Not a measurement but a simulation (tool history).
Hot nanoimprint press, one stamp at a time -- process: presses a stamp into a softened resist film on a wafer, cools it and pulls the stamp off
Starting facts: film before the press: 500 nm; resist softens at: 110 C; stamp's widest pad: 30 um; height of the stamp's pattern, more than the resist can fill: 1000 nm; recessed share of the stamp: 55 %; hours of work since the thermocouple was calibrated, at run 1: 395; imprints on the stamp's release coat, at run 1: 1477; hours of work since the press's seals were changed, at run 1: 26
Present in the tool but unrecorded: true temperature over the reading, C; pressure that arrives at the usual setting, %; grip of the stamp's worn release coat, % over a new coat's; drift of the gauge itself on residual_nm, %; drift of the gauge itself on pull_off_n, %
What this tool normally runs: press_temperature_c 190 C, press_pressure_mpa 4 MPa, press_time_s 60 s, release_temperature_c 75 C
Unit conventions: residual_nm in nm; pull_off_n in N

run   hour  press_temperature_c  press_pressure_mpa  press_time_s  release_temperature_c  hours of work since the thermocouple was calibrated  imprints on the stamp's release coat  hours of work since the press's seals were changed  residual_nm  pull_off_n
  1      0                  190                   4            60                     75                                                  395                                  1477                                                  26        204.9         376
  2   54.4                  190                   4            60                     75                                                  420                                  1629                                                  51          204         388
  3  104.5                  192                   4            60                     75                                                  443                                  1768                                                  74        189.4         412
  4  141.3                  190                   4            60                     75                                                  460                                  1871                                                  91        204.4         425
  5  166.5                  190                   4            60                     75                                                  471                                  1941                                                 103        204.5         440
  6  204.4                  190                   4            60                     75                                                  489                                  2047                                                 120        203.5         452
     236.3  -- stamp cleaned and given a new release coat
  7    254                  190                   4            60                     75                                                  509                                    50                                                 140          203         219
  8  311.5                  190                   4            60                     75                                                  535                                   210                                                 166        203.2         235
     329.9  -- plate thermocouple calibrated
  9  353.8                  190                   4            60                     75                                                   11                                   319                                                 184        210.5         247
 10  382.4                  190                 5.1            60                     75                                                   24                                   399                                                 197        184.2         261
 11  436.1                  190                 5.1            56                     75                                                   49                                   549                                                 222        188.6         273
 12  462.4                  190                 5.1            56                     75                                                   61                                   622                                                 234          188         285
 13  496.3                  187                   4            60                     61                                                   76                                   717                                                 249        233.7         341
 14  536.1                  190                3.04            30                     75                                                   94                                   828                                                 267        300.2         300
 15  585.8                  190                3.04            50                     75                                                  117                                   966                                                 290          256         320
 16  619.5                  196                3.04            50                     67                                                  132                                  1060                                                 305        208.2         364
 17  663.6                  183                   4            73                     79                                                  152                                  1183                                                 326        254.9         320
 18  712.5                  183                   4            36                     72                                                  175                                  1320                                                 348        313.1         380
 19  768.9                  183                   4            36                     72                                                  201                                  1477                                                 374        312.4         391
 20  799.9                  201                   4            53                     75                                                  215                                  1563                                                 388        146.4         391
 21  839.3                  190                5.42            60                     75                                                  233                                  1673                                                 406        175.6         389
 22  865.1                  200                 5.4            60                     70                                                  245                                  1745                                                 418        121.1         426
 23  891.4                  190                2.42            60                     75                                                  257                                  1818                                                 430        267.7         414

What if the next run were any one of these 4? Each begins from the tool's condition after run 23:
  A  941.5                  191                   4            33                     70                                                  279                                  1958                                                 453            ?           ?
  B  941.5                  190                2.42            60                     63                                                  279                                  1958                                                 453            ?           ?
  C  941.5                  190                5.43            83                     75                                                  279                                  1958                                                 453            ?           ?
  D  941.5                  190                2.42            60                     72                                                  279                                  1958                                                 453            ?           ?

run  residual_nm  pull_off_n
  A        245.2         461
  B        267.2         506
  C        155.5         436
  D          267         443
Take away the tool's hidden state, keep each run's random variation, and the runs would have read:
run  residual_nm  pull_off_n
  A        248.7         228
  B        271.4         250
  C        157.8         215
  D        271.2         220
